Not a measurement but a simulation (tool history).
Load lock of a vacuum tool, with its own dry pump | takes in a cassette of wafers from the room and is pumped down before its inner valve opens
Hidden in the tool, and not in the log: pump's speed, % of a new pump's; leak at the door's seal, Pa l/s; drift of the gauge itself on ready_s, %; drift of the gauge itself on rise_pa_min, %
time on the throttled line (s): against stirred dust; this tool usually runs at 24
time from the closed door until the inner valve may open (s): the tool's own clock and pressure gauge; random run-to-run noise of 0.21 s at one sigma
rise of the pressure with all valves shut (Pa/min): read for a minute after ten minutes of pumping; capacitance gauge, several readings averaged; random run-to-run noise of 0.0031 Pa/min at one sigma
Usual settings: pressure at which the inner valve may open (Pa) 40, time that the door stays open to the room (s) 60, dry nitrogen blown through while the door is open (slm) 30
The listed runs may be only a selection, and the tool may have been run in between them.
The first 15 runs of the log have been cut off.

run    hour  time on the throttled line (s)  pressure at which the inner valve may open (Pa)  time that the door stays open to the room (s)  dry nitrogen blown through while the door is open (slm)  hours that the pump has run since its overhaul  times that the door has closed on its seal  incoming humidity of the room's air, %  time from the closed door until the inner valve may open (s)  rise of the pressure with all valves shut (Pa/min)
 16  3966.3                              24                                               46                                            194                                                       30                                            1573                                       27310                                    43.1                                                          34.7                                               0.171
 17  4191.0                              24                                               46                                            194                                                       30                                            1798                                       27869                                    44.5                                                          35.1                                               0.172
 18  4413.6                              42                                               40                                             60                                                       30                                            2021                                       28423                                    43.3                                                          51.2                                               0.101
 19  4610.2                              24                                               40                                            224                                                       30                                            2217                                       28912                                    42.9                                                          35.1                                               0.181
 20  4977.4                              26                                               40                                             60                                                        8                                            2584                                       29825                                    44.1                                                          37.0                                               0.131
 21  5243.8                              44                                               54                                             26                                                        8                                            2851                                       30488                                    43.3                                                          52.3                                               0.107
 22  5535.1                              44                                               29                                             26                                                        5                                            3142                                       31212                                    42.3                                                          53.5                                               0.106
 23  5760.0                              24                                               40                                             60                                                       43                                            3367                                       31772                                    45.6                                                          35.2                                               0.109
 24  5966.3                              24                                               40                                             60                                                        5                                            3573                                       32285                                    44.2                                                          35.5                                               0.148
 25  6134.3                              24                                               40                                             60                                                        5                                            3741                                       32703                                    44.2                                                          35.7                                               0.147
 26  6315.2                              24                                               40                                             60                                                        5                                            3922                                       33153                                    46.2                                                          35.3                                               0.154
 27  6556.2                              24                                               29                                             91                                                       30                                            4163                                       33752                                    47.1                                                          36.6                                               0.141
 28  6935.3                              24                                               33                                            189                                                       43                                            4542                                       34695                                    45.5                                                          36.1                                               0.167
 29  7140.0                              17                                               31                                             64                                                       32                                            4747                                       35204                                    42.1                                                          30.3                                               0.120
 30  7409.1                              14                                               40                                             60                                                       14                                            5016                                       35874                                    47.9                                                          27.0                                               0.140
 31  7605.8                              14                                               42                                             60                                                       14                                            5213                                       36363                                    47.5                                                          26.5                                               0.149
 32  7806.6                              24                                               37                                             33                                                        4                                            5413                                       36863                                    49.5                                                          36.2                                               0.135
 33  8146.1                              24                                               37                                             33                                                        4                                            5753                                       37707                                    42.6                                                          36.6                                               0.127
 34  8448.4                              25                                               75                                            116                                                       33                                            6055                                       38459                                    45.1                                                          35.5                                               0.163
 35  8671.0                              25                                               36                                            116                                                       13                                            6278                                       39013                                    46.7                                                          37.0                                               0.197
 36  8964.6                              25                                               36                                            116                                                       13                                            6571                                       39743                                    47.2                                                          37.4                                               0.204
 37  9308.3                              30                                               36                                            116                                                       13                                            6915                                       40598                                    45.2                                                          41.7                                               0.195

Alternative continuations, all from the tool just after run 37; predict every row:
  A  9623.6                              30                                               30                                            116                                                       28                                            7231                                       41382                                    43.1                                                             ?                                                   ?
  B  9623.6                              30                                               66                                            116                                                       13                                            7231                                       41382                                    45.1                                                             ?                                                   ?
  C  9623.6                              22                                               36                                            103                                                        5                                            7231                                       41382                                    47.0                                                             ?                                                   ?

run  time from the closed door until the inner valve may open (s)  rise of the pressure with all valves shut (Pa/min)
  A                                                          42.0                                               0.171
  B                                                          40.6                                               0.203
  C                                                          34.8                                               0.215
Stripped of hidden state, with their random variation kept, the same runs would have yielded:
run  time from the closed door until the inner valve may open (s)  rise of the pressure with all valves shut (Pa/min)
  A                                                          40.0                                               0.092
  B                                                          38.9                                               0.123
  C                                                          32.7                                               0.136

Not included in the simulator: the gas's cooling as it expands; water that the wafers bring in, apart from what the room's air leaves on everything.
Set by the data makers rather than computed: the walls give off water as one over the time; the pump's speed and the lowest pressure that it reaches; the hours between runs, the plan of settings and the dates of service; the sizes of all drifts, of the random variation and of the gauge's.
